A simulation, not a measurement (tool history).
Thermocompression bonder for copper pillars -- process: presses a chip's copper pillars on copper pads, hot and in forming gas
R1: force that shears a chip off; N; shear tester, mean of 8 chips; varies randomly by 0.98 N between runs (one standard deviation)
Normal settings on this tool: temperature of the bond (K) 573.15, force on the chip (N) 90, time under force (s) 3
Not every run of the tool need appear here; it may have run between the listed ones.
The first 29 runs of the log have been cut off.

{"run": 30, "hour": 368.5, "temperature of the bond (K)": 566.15, "force on the chip (N)": 100, "time under force (s)": 3, "R1": 77}
{"run": 31, "hour": 379.6, "temperature of the bond (K)": 573.15, "force on the chip (N)": 98, "time under force (s)": 6, "R1": 95}
{"run": 32, "hour": 396.3, "temperature of the bond (K)": 580.15, "force on the chip (N)": 66, "time under force (s)": 3, "R1": 69.5}
{"run": 33, "hour": 414.8, "temperature of the bond (K)": 562.15, "force on the chip (N)": 66, "time under force (s)": 2, "R1": 49.7}
{"run": 34, "hour": 432.5, "temperature of the bond (K)": 562.15, "force on the chip (N)": 66, "time under force (s)": 2, "R1": 49}
{"run": 35, "hour": 444.5, "temperature of the bond (K)": 589.15, "force on the chip (N)": 97, "time under force (s)": 6, "R1": 104.5}
{"run": 36, "hour": 459.5, "temperature of the bond (K)": 558.15, "force on the chip (N)": 102, "time under force (s)": 7, "R1": 88.6}
{"run": 37, "hour": 476.1, "temperature of the bond (K)": 561.15, "force on the chip (N)": 75, "time under force (s)": 8, "R1": 79.8}
{"run": 38, "hour": 492.6, "temperature of the bond (K)": 561.15, "force on the chip (N)": 75, "time under force (s)": 8, "R1": 83.1}
{"run": 39, "hour": 506.3, "temperature of the bond (K)": 561.15, "force on the chip (N)": 74, "time under force (s)": 8, "R1": 80.3}

4 options for the next run, each taken on its own from the tool as it stands now. Forecast them:
{"run": "A", "hour": 523.9, "temperature of the bond (K)": 543.15, "force on the chip (N)": 90, "time under force (s)": 4, "R1": "?"}
{"run": "B", "hour": 523.9, "temperature of the bond (K)": 580.15, "force on the chip (N)": 67, "time under force (s)": 8, "R1": "?"}
{"run": "C", "hour": 523.9, "temperature of the bond (K)": 587.15, "force on the chip (N)": 90, "time under force (s)": 2, "R1": "?"}
{"run": "D", "hour": 523.9, "temperature of the bond (K)": 553.15, "force on the chip (N)": 135, "time under force (s)": 8, "R1": "?"}

run=A R1=57.6
run=B R1=90.5
run=C R1=73.4
run=D R1=94.7
Had the tool no hidden state, the same runs would have come out as:
run=A R1=66.6
run=B R1=102.9
run=C R1=83.9
run=D R1=107.5
